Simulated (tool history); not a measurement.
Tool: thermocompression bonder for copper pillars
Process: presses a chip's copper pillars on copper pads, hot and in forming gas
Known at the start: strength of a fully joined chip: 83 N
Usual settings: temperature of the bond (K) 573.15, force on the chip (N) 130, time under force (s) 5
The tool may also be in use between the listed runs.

run,hour,temperature of the bond (K),force on the chip (N),time under force (s),force that shears a chip off (N)
1,0,573.15,130,5,29.5
2,26.9,573.15,130,5,31.2
3,47.8,573.15,94,5,24.9
4,62.5,573.15,130,4,27.9
5,79.5,573.15,130,5,29.8
6,101.1,573.15,130,5,30
7,123.6,573.15,130,5,28.7
# hour 140.9: forming gas filter changed
8,146.9,573.15,130,3,27.2
9,163.3,573.15,88,5,26.1
10,184.5,573.15,88,5,25.4
11,207.5,573.15,130,6,33.7
12,234.5,573.15,130,6,34.7
13,261.5,573.15,130,11,41.8
14,276.3,573.15,130,11,42.7
15,289.3,573.15,130,11,41.8
16,311.6,553.15,130,5,25
17,328.6,592.15,114,11,45.2
18,351.4,592.15,114,11,44.1
19,366.1,592.15,114,11,45.1
20,384.9,570.15,123,11,38.1
21,400.5,592.15,101,14,45

Forecast each of these 4 alternatives for the next run:
A,424.4,589.15,130,5,?
B,424.4,550.15,98,13,?
C,424.4,570.15,83,10,?
D,424.4,568.15,107,6,?

run,force that shears a chip off (N)
A,35.6
B,29.6
C,28.9
D,28.5
Without the tool's hidden state the same runs would have given:
run,force that shears a chip off (N)
A,39.4
B,33
C,32.3
D,31.7
